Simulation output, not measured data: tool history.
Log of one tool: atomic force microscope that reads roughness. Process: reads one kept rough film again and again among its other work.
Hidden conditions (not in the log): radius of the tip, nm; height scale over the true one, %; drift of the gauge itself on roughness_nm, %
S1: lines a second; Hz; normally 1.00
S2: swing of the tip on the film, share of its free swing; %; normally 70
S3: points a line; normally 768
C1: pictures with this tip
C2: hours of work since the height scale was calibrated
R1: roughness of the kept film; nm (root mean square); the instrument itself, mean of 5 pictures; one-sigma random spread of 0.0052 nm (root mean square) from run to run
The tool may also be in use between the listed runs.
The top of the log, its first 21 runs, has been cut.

run     day    S1  S2   S3   C1  C2     R1
 22  13.062  0.65  59  558   93  21  1.727
 23  13.446  1.10  69  908  106  25  1.694
 24  13.854  1.41  70  374  120  30  1.681
 25  14.396  1.39  66  621  138  37  1.700
 26  15.192  1.39  70  768  165  46  1.674
     15.454  -- new tip fitted
 27  15.612  1.00  86  295    5  51  1.690
 28  16.038  1.19  81  359   19  56  1.688
 29  16.717  1.19  81  359   42  64  1.689
 30  17.162  1.52  82  921   57  70  1.661

Forecast each of these 5 alternatives for the next run:
  A  17.754  0.52  79  724  76  77   ?
  B  17.754  1.74  84  307  76  77   ?
  C  17.754  0.56  82  282  76  77   ?
  D  17.754  1.00  79  768  76  77   ?
  E  17.754  2.52  66  977  76  77   ?

run     R1
  A  1.724
  B  1.611
  C  1.710
  D  1.699
  E  1.681
With no hidden state in the tool, these same runs would have given:
run     R1
  A  1.744
  B  1.629
  C  1.729
  D  1.718
  E  1.700

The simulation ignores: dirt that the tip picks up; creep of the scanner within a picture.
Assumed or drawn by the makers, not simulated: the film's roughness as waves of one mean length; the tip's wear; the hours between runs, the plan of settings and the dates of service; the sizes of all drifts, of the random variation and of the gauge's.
